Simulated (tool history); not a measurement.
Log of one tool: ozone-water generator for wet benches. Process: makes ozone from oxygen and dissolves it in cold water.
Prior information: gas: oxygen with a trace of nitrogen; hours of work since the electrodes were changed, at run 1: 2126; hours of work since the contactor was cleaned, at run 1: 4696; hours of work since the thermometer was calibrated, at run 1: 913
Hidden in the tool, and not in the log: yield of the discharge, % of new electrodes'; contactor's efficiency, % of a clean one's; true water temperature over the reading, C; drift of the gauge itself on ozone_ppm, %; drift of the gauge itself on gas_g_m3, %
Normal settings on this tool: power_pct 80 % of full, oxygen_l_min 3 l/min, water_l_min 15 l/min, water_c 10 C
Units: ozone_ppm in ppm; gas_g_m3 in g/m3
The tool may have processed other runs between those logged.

run    hour  power_pct  oxygen_l_min  water_l_min  water_c  hours of work since the electrodes were changed  hours of work since the contactor was cleaned  hours of work since the thermometer was calibrated  ozone_ppm  gas_g_m3
  1       0         80             3           15       10                                             2126                                           4696                                                 913       16.6     157.5
  2    56.3         49             3           15       10                                             2165                                           4735                                                 951       11.6     108.6
  3   128.3         49             3           15       10                                             2214                                           4784                                                1001       11.4     108.9
  4     237         49             3           15       10                                             2288                                           4858                                                1075       11.6     109.2
  5   297.6         49             3           15       10                                             2330                                           4900                                                1116       11.4       109
  6   402.7         49             3           15       10                                             2401                                           4972                                                1188       11.4     108.9
  7   487.2         49             3           15       10                                             2459                                           5029                                                1246       11.3       109
  8   561.7         80             3           11       10                                             2510                                           5080                                                1297       21.3     154.9
  9     631         62             3           14       10                                             2557                                           5128                                                1344       14.4     127.9
 10     688         80          3.78           15       10                                             2596                                           5167                                                1383         18     146.3
 11   765.3         69          3.78           12       10                                             2649                                           5219                                                1436       18.9     129.3
 12   848.8         71             3           15       10                                             2706                                           5276                                                1493       14.7     140.1
 13   961.6         80             3           10       16                                             2783                                           5353                                                1570       20.9       155
 14  1038.5         80             3           10       16                                             2836                                           5406                                                1623       21.1     154.5
 15  1135.6         74             3           15        9                                             2902                                           5472                                                1689       15.3     146.5

5 ways to go on from here, each from the tool as it stands after run 15. What would each give?
  A  1215.1         44          1.77           15       10                                             2957                                           5527                                                1743          ?         ?
  B  1215.1         68          2.26           15       10                                             2957                                           5527                                                1743          ?         ?
  C  1215.1         69          1.65           16       10                                             2957                                           5527                                                1743          ?         ?
  D  1215.1         80             3           15       16                                             2957                                           5527                                                1743          ?         ?
  E  1215.1         99             3           10        6                                             2957                                           5527                                                1743          ?         ?

run  ozone_ppm  gas_g_m3
  A        8.3     118.2
  B       12.9     150.5
  C       10.4     167.1
  D       14.9     154.9
  E       27.5     180.2
With the hidden condition removed and each run's random variation left untouched, the same runs would have given:
run  ozone_ppm  gas_g_m3
  A        8.8     123.1
  B       13.9       160
  C       11.3     177.8
  D       16.3     165.9
  E       30.2     194.8
